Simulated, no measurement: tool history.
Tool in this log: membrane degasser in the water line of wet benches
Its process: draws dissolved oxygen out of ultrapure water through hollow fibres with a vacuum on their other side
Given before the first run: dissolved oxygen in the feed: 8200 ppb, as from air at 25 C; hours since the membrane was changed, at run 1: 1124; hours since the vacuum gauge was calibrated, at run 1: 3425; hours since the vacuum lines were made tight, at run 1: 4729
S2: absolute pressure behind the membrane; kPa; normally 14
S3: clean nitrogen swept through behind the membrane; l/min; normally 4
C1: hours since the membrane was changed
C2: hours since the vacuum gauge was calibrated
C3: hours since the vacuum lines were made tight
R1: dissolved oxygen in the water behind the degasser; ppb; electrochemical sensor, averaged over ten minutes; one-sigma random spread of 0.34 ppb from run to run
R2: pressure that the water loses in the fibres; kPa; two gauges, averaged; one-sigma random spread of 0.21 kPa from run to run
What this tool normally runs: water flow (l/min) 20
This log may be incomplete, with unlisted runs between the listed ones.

Run 1, hour 0: usual settings; C1 1124; C2 3425; C3 4729. Result: R1 133.1 ppb, R2 48.64 kPa.
Run 2, hour 73.5: usual settings; C1 1197; C2 3499; C3 4802. Result: R1 133.1 ppb, R2 48.69 kPa.
Run 3, hour 138: usual settings; C1 1262; C2 3563; C3 4867. Result: R1 133.9 ppb, R2 48.79 kPa.
Run 4, hour 205.7: usual settings but S2 11.9 kPa; C1 1329; C2 3631; C3 4935. Result: R1 108.1 ppb, R2 48.68 kPa.
Run 5, hour 287.6: usual settings but S2 11.9 kPa; C1 1411; C2 3713; C3 5016. Result: R1 108.4 ppb, R2 48.49 kPa.
Run 6, hour 373.3: usual settings but S2 11.9 kPa; C1 1497; C2 3799; C3 5102. Result: R1 108.5 ppb, R2 48.54 kPa.
Run 7, hour 429.9: usual settings but S2 11.9 kPa; C1 1553; C2 3855; C3 5159. Result: R1 108.5 ppb, R2 48.43 kPa.
Run 8, hour 478.8: usual settings; C1 1602; C2 3904; C3 5208. Result: R1 133.4 ppb, R2 48.74 kPa.
Run 9, hour 571.4: usual settings but S3 8.41 l/min; C1 1695; C2 3997; C3 5300. Result: R1 65.8 ppb, R2 48.56 kPa.
Run 10, hour 618.7: usual settings but S3 8.41 l/min; C1 1742; C2 4044; C3 5348. Result: R1 65.9 ppb, R2 48.79 kPa.
Run 11, hour 685.1: usual settings but S2 32.8 kPa, S3 8.41 l/min; C1 1809; C2 4111; C3 5414. Result: R1 174.7 ppb, R2 48.62 kPa.
Run 12, hour 731: usual settings but S3 1.86 l/min; C1 1855; C2 4156; C3 5460. Result: R1 269.7 ppb, R2 48.63 kPa.
Run 13, hour 817.4: usual settings but S2 19.6 kPa; C1 1941; C2 4243; C3 5546. Result: R1 200.8 ppb, R2 48.61 kPa.
Run 14, hour 902: usual settings but S2 19.6 kPa; C1 2026; C2 4327; C3 5631. Result: R1 200 ppb, R2 48.32 kPa.
Run 15, hour 956.8: usual settings but water flow (l/min) 32; C1 2080; C2 4382; C3 5686. Result: R1 223.2 ppb, R2 77.74 kPa.
Run 16, hour 1009.6: usual settings but water flow (l/min) 30; C1 2133; C2 4435; C3 5738. Result: R1 206.9 ppb, R2 72.87 kPa.
Run 17, hour 1109.9: usual settings but water flow (l/min) 25, S3 5.16 l/min; C1 2233; C2 4535; C3 5839. Result: R1 133.6 ppb, R2 60.98 kPa.
Run 18, hour 1154.2: usual settings but water flow (l/min) 16, S2 25.1 kPa, S3 2.19 l/min; C1 2278; C2 4580; C3 5883. Result: R1 374.6 ppb, R2 38.75 kPa.
Run 19, hour 1214.1: usual settings but water flow (l/min) 16, S2 25.1 kPa, S3 2.19 l/min; C1 2338; C2 4640; C3 5943. Result: R1 373.6 ppb, R2 38.92 kPa.
Run 20, hour 1255.4: usual settings but water flow (l/min) 19, S2 34.8 kPa, S3 7.97 l/min; C1 2379; C2 4681; C3 5984. Result: R1 186.3 ppb, R2 46.61 kPa.
Run 21, hour 1321.5: usual settings but water flow (l/min) 16, S2 20.6 kPa, S3 10.48 l/min; C1 2445; C2 4747; C3 6050. Result: R1 67.5 ppb, R2 39 kPa.
Run 22, hour 1377.7: usual settings but water flow (l/min) 23, S2 21.8 kPa; C1 2501; C2 4803; C3 6107. Result: R1 258 ppb, R2 55.84 kPa.
Run 23, hour 1430.4: usual settings but water flow (l/min) 17, S2 9.3 kPa, S3 3.99 l/min; C1 2554; C2 4856; C3 6159. Result: R1 65.9 ppb, R2 40.91 kPa.
Run 24, hour 1527.9: usual settings but water flow (l/min) 17, S2 9.3 kPa, S3 3.99 l/min; C1 2651; C2 4953; C3 6257. Result: R1 66 ppb, R2 41.53 kPa.
Run 25, hour 1578.5: usual settings but water flow (l/min) 26, S2 9.6 kPa, S3 2.21 l/min; C1 2702; C2 5004; C3 6307. Result: R1 183.8 ppb, R2 63.66 kPa.
Run 26, hour 1646.5: usual settings but water flow (l/min) 26, S2 9.6 kPa, S3 2.21 l/min; C1 2770; C2 5072; C3 6375. Result: R1 184.2 ppb, R2 63.58 kPa.
Run 27, hour 1730.3: usual settings but water flow (l/min) 29, S2 18.5 kPa, S3 4.05 l/min; C1 2854; C2 5156; C3 6459. Result: R1 270.7 ppb, R2 71.04 kPa.
Run 28, hour 1771.1: usual settings but water flow (l/min) 29, S2 18.5 kPa, S3 4.05 l/min; C1 2895; C2 5197; C3 6500. Result: R1 270.5 ppb, R2 70.71 kPa.
Run 29, hour 1862.1: usual settings but water flow (l/min) 24, S2 9.1 kPa, S3 4.05 l/min; C1 2986; C2 5288; C3 6591. Result: R1 91.1 ppb, R2 58.53 kPa.
At hour 1927.3: vacuum gauge calibrated.
Run 30, hour 1934.9: usual settings but water flow (l/min) 24, S2 9.1 kPa, S3 4.05 l/min; C1 3058; C2 8; C3 6663. Result: R1 88.9 ppb, R2 58.78 kPa.
Run 31, hour 2000.4: usual settings but water flow (l/min) 21, S2 21.3 kPa, S3 4.52 l/min; C1 3123; C2 73; C3 6729. Result: R1 205 ppb, R2 51.26 kPa.
Run 32, hour 2077.1: usual settings but S2 31.9 kPa, S3 7.95 l/min; C1 3200; C2 150; C3 6805. Result: R1 179.1 ppb, R2 49.21 kPa.

Forecast each of these 3 alternatives for the next run:
Run A, hour 2120.3: usual settings but water flow (l/min) 12, S2 26.5 kPa, S3 2.45 l/min; C1 3243; C2 193; C3 6849. Result: R1 ?, R2 ?.
Run B, hour 2120.3: usual settings but S3 2.39 l/min; C1 3243; C2 193; C3 6849. Result: R1 ?, R2 ?.
Run C, hour 2120.3: usual settings but water flow (l/min) 19; C1 3243; C2 193; C3 6849. Result: R1 ?, R2 ?.

run     R1     R2
  A  275.3   29.2
  B  213.5  49.35
  C  125.6  46.57
Take away the tool's hidden state, keep each run's random variation, and the runs would have read:
run     R1     R2
  A  270.9  28.88
  B  212.4   48.8
  C  124.7  46.05
